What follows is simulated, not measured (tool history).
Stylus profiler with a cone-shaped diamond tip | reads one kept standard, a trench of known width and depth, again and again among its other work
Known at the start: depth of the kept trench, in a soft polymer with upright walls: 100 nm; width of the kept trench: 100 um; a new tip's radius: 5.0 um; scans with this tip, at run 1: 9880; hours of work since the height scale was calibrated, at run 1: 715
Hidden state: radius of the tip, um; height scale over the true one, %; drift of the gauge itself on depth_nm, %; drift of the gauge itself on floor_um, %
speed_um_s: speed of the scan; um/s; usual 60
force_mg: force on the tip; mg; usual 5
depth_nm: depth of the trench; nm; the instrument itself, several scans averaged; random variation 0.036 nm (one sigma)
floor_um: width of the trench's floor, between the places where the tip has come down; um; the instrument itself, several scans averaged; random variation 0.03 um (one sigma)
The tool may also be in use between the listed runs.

run,hour,speed_um_s,force_mg,scans with this tip,hours of work since the height scale was calibrated,depth_nm,floor_um
1,0,60,5,9880,715,101.71,96.37
2,12.6,60,5,10013,725,101.72,96.33
3,20.9,60,5,10100,731,101.67,96.37
4,33,60,2.37,10227,740,101.04,96.29
5,43,171,2.37,10332,748,100.96,95.79
6,53.3,171,2.37,10441,756,100.98,95.79
7,68.2,60,5,10598,767,101.67,96.31
8,75,60,5,10669,772,101.71,96.33
9,88.5,60,5,10812,783,101.69,96.26
10,98.2,60,5,10913,790,101.66,96.25
11,104.7,60,5,10982,795,101.75,96.26
12,111.5,17,10.37,11053,800,102.84,96.38
13,119.3,221,4.56,11134,806,101.58,95.81
14,129.8,23,11.91,11245,814,103.11,96.32
# hour 139.6: new tip fitted, height scale calibrated
15,141.8,237,11.19,23,2,103.15,97.57
16,155.4,19,3.35,166,12,101.34,97.98
17,165.3,19,3.53,269,20,101.34,97.94
18,180.5,19,3.53,429,31,101.46,97.86
19,187.9,30,10.12,507,37,102.93,97.9
20,195.5,42,10.12,588,43,102.92,97.84
21,209.5,215,10.12,735,53,102.93,97.44
22,220.3,24,6.6,848,61,102.2,97.84

3 ways to go on from here, each from the tool as it stands after run 22. What would each give?
A,231.5,61,4.54,966,70,?,?
B,231.5,60,11.39,966,70,?,?
C,231.5,65,7.91,966,70,?,?

run,depth_nm,floor_um
A,101.74,97.68
B,103.19,97.73
C,102.52,97.61
Without the tool's hidden state the same runs would have given:
run,depth_nm,floor_um
A,101.78,97.86
B,103.23,97.9
C,102.56,97.78
